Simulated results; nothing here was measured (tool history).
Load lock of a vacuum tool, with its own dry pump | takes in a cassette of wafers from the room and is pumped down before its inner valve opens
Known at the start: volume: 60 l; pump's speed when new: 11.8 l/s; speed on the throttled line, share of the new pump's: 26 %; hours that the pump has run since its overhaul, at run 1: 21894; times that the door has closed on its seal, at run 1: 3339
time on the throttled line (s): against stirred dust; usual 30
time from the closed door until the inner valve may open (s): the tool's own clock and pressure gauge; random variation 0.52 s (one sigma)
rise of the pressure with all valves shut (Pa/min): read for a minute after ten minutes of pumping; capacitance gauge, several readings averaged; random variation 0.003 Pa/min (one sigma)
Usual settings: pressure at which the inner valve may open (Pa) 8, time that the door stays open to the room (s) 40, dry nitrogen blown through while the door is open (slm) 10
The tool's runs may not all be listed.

| run | hour | time on the throttled line (s) | pressure at which the inner valve may open (Pa) | time that the door stays open to the room (s) | dry nitrogen blown through while the door is open (slm) | hours that the pump has run since its overhaul | times that the door has closed on its seal | incoming humidity of the room's air, % | time from the closed door until the inner valve may open (s) | rise of the pressure with all valves shut (Pa/min) |
|---|---|---|---|---|---|---|---|---|---|---|
| 1 | 0.0 | 30 | 8 | 40 | 10 | 21894 | 3339 | 45.2 | 83.0 | 0.047 |
| 2 | 148.5 | 18 | 8 | 40 | 10 | 22043 | 3572 | 45.2 | 75.7 | 0.049 |
| 3 | 319.8 | 18 | 8 | 40 | 10 | 22214 | 3841 | 46.8 | 74.9 | 0.050 |
| 4 | 582.7 | 18 | 8 | 40 | 10 | 22477 | 4253 | 46.0 | 75.2 | 0.050 |
| 5 | 808.9 | 18 | 8 | 40 | 10 | 22703 | 4608 | 45.5 | 76.0 | 0.050 |
| 6 | 977.8 | 18 | 8 | 40 | 10 | 22872 | 4873 | 46.8 | 76.8 | 0.051 |
| 7 | 1135.6 | 47 | 8 | 40 | 10 | 23030 | 5121 | 44.8 | 96.2 | 0.048 |
| 8 | 1326.9 | 47 | 8 | 40 | 10 | 23221 | 5421 | 44.4 | 95.5 | 0.054 |
| 9 | 1572.8 | 30 | 8 | 40 | 10 | 23467 | 5807 | 44.9 | 84.9 | 0.055 |
| 10 | 1722.0 | 30 | 8 | 40 | 10 | 23616 | 6041 | 45.0 | 84.2 | 0.060 |
| 11 | 1996.8 | 30 | 8 | 40 | 18 | 23891 | 6473 | 44.8 | 84.9 | 0.058 |
|  | 2024.8 | dry pump taken out, an overhauled one fitted |
| 12 | 2253.2 | 30 | 8 | 40 | 18 | 228 | 6866 | 47.6 | 72.0 | 0.065 |
| 13 | 2526.0 | 30 | 8 | 40 | 18 | 501 | 7294 | 48.5 | 71.0 | 0.069 |
| 14 | 2651.1 | 30 | 8 | 40 | 18 | 626 | 7490 | 42.8 | 71.6 | 0.058 |
| 15 | 2801.2 | 30 | 8 | 40 | 18 | 776 | 7726 | 45.3 | 72.7 | 0.069 |
| 16 | 2945.0 | 30 | 6 | 40 | 10 | 920 | 7951 | 42.9 | 73.2 | 0.072 |
| 17 | 3139.9 | 30 | 6 | 40 | 10 | 1115 | 8257 | 45.0 | 73.2 | 0.067 |
| 18 | 3316.9 | 30 | 6 | 40 | 10 | 1292 | 8535 | 45.3 | 72.7 | 0.073 |
| 19 | 3546.2 | 30 | 8 | 40 | 10 | 1521 | 8895 | 49.9 | 72.3 | 0.081 |
| 20 | 3817.6 | 30 | 8 | 40 | 10 | 1793 | 9321 | 44.8 | 72.3 | 0.081 |
| 21 | 4074.8 | 30 | 8 | 40 | 10 | 2050 | 9724 | 46.0 | 71.8 | 0.075 |
| 22 | 4239.5 | 19 | 10 | 59 | 10 | 2215 | 9983 | 43.0 | 62.4 | 0.097 |
| 23 | 4377.1 | 21 | 8 | 40 | 34 | 2352 | 10199 | 46.5 | 66.0 | 0.069 |
| 24 | 4583.5 | 21 | 8 | 40 | 34 | 2559 | 10523 | 44.2 | 65.1 | 0.075 |
| 25 | 4736.2 | 21 | 13 | 109 | 34 | 2711 | 10762 | 45.0 | 63.3 | 0.102 |
| 26 | 5019.6 | 34 | 13 | 109 | 37 | 2995 | 11207 | 45.4 | 73.2 | 0.104 |
| 27 | 5191.7 | 52 | 11 | 36 | 25 | 3167 | 11477 | 46.6 | 86.8 | 0.086 |
| 28 | 5384.2 | 23 | 11 | 36 | 15 | 3359 | 11779 | 44.7 | 64.8 | 0.098 |
| 29 | 5521.2 | 23 | 11 | 36 | 15 | 3496 | 11994 | 47.0 | 65.9 | 0.099 |
| 30 | 5801.6 | 23 | 11 | 36 | 15 | 3777 | 12434 | 45.5 | 65.4 | 0.095 |
| 31 | 6024.3 | 17 | 7 | 176 | 11 | 4000 | 12784 | 43.3 | 64.8 | 0.153 |
| 32 | 6168.2 | 30 | 10 | 123 | 43 | 4143 | 13010 | 42.4 | 71.1 | 0.108 |
| 33 | 6442.9 | 23 | 7 | 84 | 18 | 4418 | 13441 | 44.8 | 68.4 | 0.116 |
| 34 | 6738.0 | 23 | 7 | 84 | 18 | 4713 | 13904 | 46.1 | 69.3 | 0.130 |
| 35 | 6961.8 | 23 | 7 | 84 | 30 | 4937 | 14255 | 44.3 | 69.0 | 0.121 |
| 36 | 7128.3 | 36 | 11 | 68 | 38 | 5103 | 14516 | 45.0 | 76.1 | 0.119 |
| 37 | 7354.5 | 22 | 6 | 156 | 10 | 5330 | 14871 | 46.3 | 69.8 | 0.171 |

How the hidden state differs across the entries between the runs, from the last listed run before each to the first after it:
Between runs 11 and 12: dry pump taken out, an overhauled one fitted (hour 2024.8)
  pump's speed, % of a new pump's: 74.1 -> 98.6; leak at the door's seal, Pa l/s: 0.0361 -> 0.0384
  measured less the result without the state, time from the closed door until the inner valve may open (s): +14.3 -> +0.6; rise of the pressure with all valves shut (Pa/min): +0.034 -> +0.037

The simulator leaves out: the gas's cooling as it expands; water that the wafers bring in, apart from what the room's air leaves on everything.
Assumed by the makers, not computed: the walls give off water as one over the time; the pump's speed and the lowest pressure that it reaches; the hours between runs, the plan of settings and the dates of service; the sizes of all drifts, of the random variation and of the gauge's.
